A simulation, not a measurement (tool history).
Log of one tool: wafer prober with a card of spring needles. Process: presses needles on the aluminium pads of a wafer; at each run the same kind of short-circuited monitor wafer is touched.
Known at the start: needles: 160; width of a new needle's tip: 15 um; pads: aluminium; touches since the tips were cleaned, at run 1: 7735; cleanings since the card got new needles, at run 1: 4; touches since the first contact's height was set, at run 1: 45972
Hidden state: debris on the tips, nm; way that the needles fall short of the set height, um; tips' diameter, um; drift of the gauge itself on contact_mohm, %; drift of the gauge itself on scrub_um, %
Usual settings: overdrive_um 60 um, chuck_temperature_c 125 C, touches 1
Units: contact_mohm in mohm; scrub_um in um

| run | hour | overdrive_um | chuck_temperature_c | touches | touches since the tips were cleaned | cleanings since the card got new needles | touches since the first contact's height was set | contact_mohm | scrub_um |
|---|---|---|---|---|---|---|---|---|---|
| 1 | 0.0 | 60 | 125 | 1 | 7735 | 4 | 45972 | 236 | 7.27 |
|  | 2.7 | tips cleaned on abrasive film |
| 2 | 9.0 | 60 | 125 | 1 | 3386 | 5 | 50770 | 237 | 7.28 |
| 3 | 17.9 | 43 | 125 | 1 | 8158 | 5 | 55542 | 246 | 5.20 |
|  | 20.2 | tips cleaned on abrasive film |
| 4 | 31.5 | 43 | 125 | 1 | 6068 | 6 | 62815 | 240 | 5.23 |
|  | 36.8 | tips cleaned on abrasive film |
| 5 | 39.5 | 43 | 125 | 1 | 1452 | 7 | 67070 | 247 | 5.21 |
| 6 | 50.4 | 43 | 125 | 1 | 7302 | 7 | 72920 | 245 | 5.22 |
|  | 53.9 | tips cleaned on abrasive film |
|  | 54.2 | height of the first contact set anew |
| 7 | 57.0 | 60 | 125 | 1 | 1544 | 8 | 1544 | 238 | 7.26 |
| 8 | 69.6 | 60 | 125 | 1 | 8336 | 8 | 8336 | 235 | 7.30 |
|  | 70.6 | tips cleaned on abrasive film |
| 9 | 78.9 | 60 | 125 | 1 | 4480 | 9 | 13266 | 235 | 7.27 |
|  | 87.5 | tips cleaned on abrasive film |
| 10 | 90.3 | 60 | 78 | 1 | 1519 | 10 | 19346 | 222 | 7.30 |
| 11 | 95.9 | 60 | 78 | 1 | 4552 | 10 | 22379 | 223 | 7.29 |
|  | 103.9 | tips cleaned on abrasive film |
| 12 | 104.3 | 60 | 125 | 1 | 208 | 11 | 26816 | 237 | 7.29 |
| 13 | 113.8 | 60 | 125 | 1 | 5337 | 11 | 31945 | 237 | 7.25 |
|  | 121.5 | tips cleaned on abrasive film |
| 14 | 127.6 | 60 | 125 | 1 | 3286 | 12 | 39289 | 239 | 7.29 |
| 15 | 134.9 | 63 | 125 | 1 | 7249 | 12 | 43252 | 239 | 7.65 |
|  | 138.2 | tips cleaned on abrasive film |
| 16 | 146.1 | 60 | 26 | 1 | 4234 | 13 | 49210 | 211 | 7.25 |
|  | 154.8 | tips cleaned on abrasive film |
| 17 | 158.7 | 60 | 125 | 1 | 2110 | 14 | 55927 | 237 | 7.27 |
| 18 | 169.3 | 60 | 125 | 1 | 7830 | 14 | 61647 | 237 | 7.27 |
|  | 171.1 | tips cleaned on abrasive film |
| 19 | 178.3 | 53 | 26 | 1 | 3858 | 15 | 66433 | 213 | 6.42 |
|  | 187.8 | tips cleaned on abrasive film |
| 20 | 187.8 | 79 | 26 | 2 | 0 | 16 | 71471 | 204 | 9.58 |
|  | 193.7 | height of the first contact set anew |
| 21 | 193.7 | 60 | 125 | 1 | 3055 | 16 | 0 | 235 | 7.27 |
| 22 | 203.9 | 52 | 45 | 2 | 8538 | 16 | 5483 | 215 | 6.31 |
|  | 204.8 | tips cleaned on abrasive film |
| 23 | 216.0 | 52 | 45 | 2 | 6063 | 17 | 11931 | 215 | 6.32 |
|  | 221.8 | tips cleaned on abrasive film |
| 24 | 227.7 | 52 | 45 | 2 | 3160 | 18 | 18142 | 222 | 6.31 |
| 25 | 236.4 | 52 | 45 | 2 | 7851 | 18 | 22833 | 220 | 6.31 |
|  | 238.2 | tips cleaned on abrasive film |
| 26 | 248.3 | 55 | 32 | 1 | 5414 | 19 | 29197 | 217 | 6.69 |
|  | 254.8 | tips cleaned on abrasive film |
| 27 | 255.2 | 55 | 32 | 1 | 195 | 20 | 32852 | 214 | 6.67 |
| 28 | 262.5 | 42 | 94 | 1 | 4123 | 20 | 36780 | 239 | 5.11 |
| 29 | 269.3 | 42 | 94 | 1 | 7798 | 20 | 40455 | 236 | 5.11 |
|  | 271.3 | tips cleaned on abrasive film |
| 30 | 278.3 | 62 | 125 | 1 | 3789 | 21 | 45236 | 235 | 7.52 |
|  | 288.6 | tips cleaned on abrasive film |
| 31 | 290.4 | 46 | 101 | 1 | 974 | 22 | 51699 | 241 | 5.58 |
| 32 | 298.3 | 60 | 59 | 1 | 5213 | 22 | 55938 | 217 | 7.29 |
|  | 305.4 | tips cleaned on abrasive film |
| 33 | 305.8 | 46 | 100 | 1 | 198 | 23 | 59903 | 240 | 5.58 |
| 34 | 312.7 | 46 | 100 | 1 | 3920 | 23 | 63625 | 237 | 5.59 |
|  | 321.8 | tips cleaned on abrasive film |
| 35 | 324.3 | 60 | 110 | 1 | 1362 | 24 | 69826 | 231 | 7.28 |

How the hidden state differs across the entries between the runs, from the last listed run before each to the first after it:
Between runs 1 and 2: tips cleaned on abrasive film (hour 2.7)
  debris on the tips, nm: 0.3 -> 0.2
Between runs 3 and 4: tips cleaned on abrasive film (hour 20.2)
  no hidden state differs between the two runs
Between runs 4 and 5: tips cleaned on abrasive film (hour 36.8)
  debris on the tips, nm: 0.3 -> 0.1
Between runs 6 and 7: tips cleaned on abrasive film (hour 53.9); height of the first contact set anew (hour 54.2)
  debris on the tips, nm: 0.3 -> 0.1
Between runs 8 and 9: tips cleaned on abrasive film (hour 70.6)
  debris on the tips, nm: 0.3 -> 0.2
Between runs 9 and 10: tips cleaned on abrasive film (hour 87.5)
  debris on the tips, nm: 0.2 -> 0.1
Between runs 11 and 12: tips cleaned on abrasive film (hour 103.9)
  debris on the tips, nm: 0.2 -> 0
Between runs 13 and 14: tips cleaned on abrasive film (hour 121.5)
  no hidden state differs between the two runs
Between runs 15 and 16: tips cleaned on abrasive film (hour 138.2)
  debris on the tips, nm: 0.3 -> 0.2
Between runs 16 and 17: tips cleaned on abrasive film (hour 154.8)
  debris on the tips, nm: 0.2 -> 0.1
Between runs 18 and 19: tips cleaned on abrasive film (hour 171.1)
  debris on the tips, nm: 0.3 -> 0.2
Between runs 19 and 20: tips cleaned on abrasive film (hour 187.8)
  debris on the tips, nm: 0.2 -> 0
Between runs 20 and 21: height of the first contact set anew (hour 193.7)
  debris on the tips, nm: 0 -> 0.2
Between runs 22 and 23: tips cleaned on abrasive film (hour 204.8)
  no hidden state differs between the two runs
Between runs 23 and 24: tips cleaned on abrasive film (hour 221.8)
  debris on the tips, nm: 0.3 -> 0.2
Between runs 25 and 26: tips cleaned on abrasive film (hour 238.2)
  debris on the tips, nm: 0.3 -> 0.2
Between runs 26 and 27: tips cleaned on abrasive film (hour 254.8)
  debris on the tips, nm: 0.2 -> 0
Between runs 29 and 30: tips cleaned on abrasive film (hour 271.3)
  debris on the tips, nm: 0.3 -> 0.2
Between runs 30 and 31: tips cleaned on abrasive film (hour 288.6)
  debris on the tips, nm: 0.2 -> 0.1
Between runs 32 and 33: tips cleaned on abrasive film (hour 305.4)
  debris on the tips, nm: 0.2 -> 0
Between runs 34 and 35: tips cleaned on abrasive film (hour 321.8)
  debris on the tips, nm: 0.2 -> 0.1
